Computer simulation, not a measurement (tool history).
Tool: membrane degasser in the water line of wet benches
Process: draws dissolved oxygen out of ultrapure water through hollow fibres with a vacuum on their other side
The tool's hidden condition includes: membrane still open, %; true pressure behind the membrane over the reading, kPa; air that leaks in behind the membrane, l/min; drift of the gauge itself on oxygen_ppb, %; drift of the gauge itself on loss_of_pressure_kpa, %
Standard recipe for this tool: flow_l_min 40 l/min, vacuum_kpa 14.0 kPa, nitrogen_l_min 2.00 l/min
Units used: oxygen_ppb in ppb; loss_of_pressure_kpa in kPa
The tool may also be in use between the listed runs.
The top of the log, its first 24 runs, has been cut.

run    hour  flow_l_min  vacuum_kpa  nitrogen_l_min  hours since the membrane was changed  hours since the vacuum gauge was calibrated  hours since the vacuum lines were made tight  oxygen_ppb  loss_of_pressure_kpa
 25  1894.9          57        21.8            2.10                                  4882                                          999                                         11060      1132.8                 90.80
 26  1961.4          57        16.7            1.20                                  4948                                         1065                                         11126      1263.5                 90.73
 27  2057.5          48        12.0            2.00                                  5044                                         1161                                         11222       569.2                 77.11
 28  2155.1          41        10.1            2.12                                  5142                                         1259                                         11320       385.3                 65.19
 29  2223.3          41        10.1            2.12                                  5210                                         1327                                         11388       385.7                 65.20
 30  2293.1          46        10.1            3.96                                  5280                                         1397                                         11458       308.3                 73.45
 31  2371.9          46        10.1            3.96                                  5359                                         1476                                         11537       310.2                 73.48
 32  2420.9          46        10.1            3.96                                  5408                                         1525                                         11586       312.1                 73.33

Here are 3 independent what-if runs from the current tool condition. What would each one return?
  A  2508.5          40        10.0            2.00                                  5495                                         1612                                         11673           ?                     ?
  B  2508.5          35        10.1            1.62                                  5495                                         1612                                         11673           ?                     ?
  C  2508.5          40        27.9            2.00                                  5495                                         1612                                         11673           ?                     ?

run  oxygen_ppb  loss_of_pressure_kpa
  A       386.2                 63.60
  B       384.6                 55.87
  C      1054.6                 63.74
Stripped of hidden state, with their random variation kept, the same runs would have yielded:
run  oxygen_ppb  loss_of_pressure_kpa
  A       386.0                 63.59
  B       384.4                 55.85
  C      1054.3                 63.72

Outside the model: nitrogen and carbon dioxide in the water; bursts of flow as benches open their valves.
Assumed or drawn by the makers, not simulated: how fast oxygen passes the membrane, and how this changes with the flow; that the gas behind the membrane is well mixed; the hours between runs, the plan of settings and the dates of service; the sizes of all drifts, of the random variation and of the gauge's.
